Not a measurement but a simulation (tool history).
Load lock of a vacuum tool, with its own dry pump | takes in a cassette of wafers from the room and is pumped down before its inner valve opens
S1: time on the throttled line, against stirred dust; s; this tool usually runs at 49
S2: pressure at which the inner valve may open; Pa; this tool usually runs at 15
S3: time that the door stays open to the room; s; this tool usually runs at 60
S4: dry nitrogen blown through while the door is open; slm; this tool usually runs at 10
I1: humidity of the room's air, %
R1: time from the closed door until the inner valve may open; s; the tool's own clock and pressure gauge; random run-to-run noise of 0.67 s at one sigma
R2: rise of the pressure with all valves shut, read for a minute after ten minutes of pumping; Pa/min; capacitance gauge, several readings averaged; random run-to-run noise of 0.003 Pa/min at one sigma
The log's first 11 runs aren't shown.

| run | hour | S1 | S2 | S3 | S4 | I1 | R1 | R2 |
|---|---|---|---|---|---|---|---|---|
| 12 | 2676.4 | 49 | 15 | 57 | 10 | 41.4 | 108.6 | 0.023 |
| 13 | 2841.3 | 49 | 15 | 57 | 10 | 41.6 | 110.8 | 0.023 |
| 14 | 3016.8 | 49 | 15 | 57 | 10 | 47.3 | 111.8 | 0.034 |
| 15 | 3270.9 | 49 | 15 | 208 | 10 | 42.6 | 110 | 0.049 |
| 16 | 3588.7 | 49 | 15 | 208 | 10 | 45.3 | 109.9 | 0.055 |
| 17 | 3916.1 | 46 | 15 | 49 | 33 | 45.1 | 108.1 | 0.052 |
| 18 | 4085.9 | 49 | 15 | 188 | 10 | 43.9 | 110 | 0.074 |
| 19 | 4301.6 | 49 | 15 | 188 | 10 | 48.3 | 110.4 | 0.086 |
| 20 | 4513.2 | 49 | 21 | 60 | 11 | 49.5 | 107.6 | 0.085 |
| 21 | 4705.2 | 59 | 16 | 29 | 6 | 41.4 | 117.7 | 0.087 |
| 22 | 4974.2 | 59 | 16 | 29 | 6 | 46.1 | 116.7 | 0.098 |
| 23 | 5205.2 | 59 | 16 | 29 | 6 | 45.6 | 119.2 | 0.11 |
| 24 | 5407.7 | 35 | 16 | 79 | 30 | 45.2 | 100.8 | 0.107 |
| 25 | 5566.5 | 39 | 10 | 79 | 41 | 45.3 | 108.4 | 0.116 |
| 26 | 5885.1 | 49 | 15 | 60 | 8 | 46.4 | 112 | 0.141 |
| 27 | 6202.7 | 49 | 15 | 62 | 8 | 47.3 | 113.7 | 0.157 |
| 28 | 6442.2 | 49 | 15 | 62 | 8 | 47.4 | 112.7 | 0.165 |
| 29 | 6698.5 | 49 | 15 | 62 | 8 | 48 | 113.8 | 0.181 |
| 30 | 6973.8 | 49 | 15 | 62 | 8 | 42.2 | 111.6 | 0.2 |
| 31 | 7167.9 | 49 | 15 | 62 | 8 | 45.4 | 112.4 | 0.213 |

5 ways to go on from here, each from the tool as it stands after run 31. What would each give?
| A | 7492.9 | 37 | 15 | 29 | 10 | 45.9 | ? | ? |
| B | 7492.9 | 49 | 21 | 47 | 10 | 46.2 | ? | ? |
| C | 7492.9 | 49 | 19 | 62 | 8 | 47.3 | ? | ? |
| D | 7492.9 | 49 | 15 | 180 | 8 | 42.1 | ? | ? |
| E | 7492.9 | 49 | 16 | 62 | 32 | 47.3 | ? | ? |

| run | R1 | R2 |
|---|---|---|
| A | 105.3 | 0.231 |
| B | 109.6 | 0.233 |
| C | 110.4 | 0.233 |
| D | 113.1 | 0.244 |
| E | 113.1 | 0.222 |
Stripped of hidden state, with their random variation kept, the same runs would have yielded:
| run | R1 | R2 |
|---|---|---|
| A | 91.3 | 0.007 |
| B | 97.1 | 0.009 |
| C | 97.7 | 0.011 |
| D | 100.1 | 0.025 |
| E | 99.9 | 0.004 |
